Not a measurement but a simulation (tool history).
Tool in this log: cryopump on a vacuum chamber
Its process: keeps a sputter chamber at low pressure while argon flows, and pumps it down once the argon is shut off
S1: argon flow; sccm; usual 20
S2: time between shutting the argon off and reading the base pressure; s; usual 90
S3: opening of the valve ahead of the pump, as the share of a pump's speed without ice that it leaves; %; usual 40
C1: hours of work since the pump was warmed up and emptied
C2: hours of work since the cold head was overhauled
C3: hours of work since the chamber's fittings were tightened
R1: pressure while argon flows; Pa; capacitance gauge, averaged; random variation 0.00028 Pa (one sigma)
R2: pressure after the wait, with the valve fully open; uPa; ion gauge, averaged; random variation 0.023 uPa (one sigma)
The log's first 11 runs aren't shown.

run   hour  S1   S2  S3   C1   C2    C3      R1    R2
 12  127.0  20   90  40  550  550  1907  0.0448  3.01
 13  136.3  20  235  40  558  558  1915  0.0452  2.55
 14  147.5  20   90  37  567  567  1924  0.0481  2.93
 15  153.7  22   90  40  572  572  1929  0.0495  2.94
 16  165.5  22   90  22  582  582  1939  0.0874  2.96
 17  173.4   9   90  40  588  588  1946  0.0200  3.01
 18  186.6  20   90  40  599  599  1957  0.0448  2.92
 19  193.8  20   90  40  605  605  1963  0.0446  2.96
 20  200.2  10   90  40  611  611  1968  0.0224  3.02
 21  213.1  10   88  54  621  621  1979  0.0173  3.02
 22  220.0  10   88  54  627  627  1985  0.0169  2.94
 23  228.3  12  151  40  634  634  1991  0.0268  2.77
     243.1  -- leaking fittings of the chamber tightened, without venting
 24  243.3  11   90  16  645  645     0  0.0597  0.87
 25  251.7  11   93  26  652  652     7  0.0373  0.88
     264.5  -- pump warmed up, emptied and cooled again
 26  266.8  11   93  26    2  660    15  0.0355  0.81
 27  276.5  20  151  25   10  668    24  0.0675  0.59
 28  291.2  12   34  27   22  681    36  0.0377  1.86
 29  304.6  20  106  38   33  692    47  0.0447  0.79
 30  312.0  20  106  38   40  698    53  0.0449  0.77
 31  326.8  11   90  29   52  710    65  0.0320  0.85
 32  339.7  24   90  45   63  721    76  0.0461  0.91
 33  348.0  24   90  45   69  728    83  0.0457  0.93
 34  361.9  33  175  34   81  739    95  0.0829  0.64
 35  373.5  33  175  34   91  749   104  0.0829  0.60

3 options for the next run, each taken on its own from the tool as it stands now. Forecast them:
  A  387.9  21  95  27  103  761  116   ?   ?
  B  387.9  20  91  46  103  761  116   ?   ?
  C  387.9  10  90  40  103  761  116   ?   ?

run      R1    R2
  A  0.0664  0.87
  B  0.0373  0.93
  C  0.0216  0.92
With no hidden state in the tool, these same runs would have given:
run      R1    R2
  A  0.0658  0.73
  B  0.0367  0.79
  C  0.0213  0.79
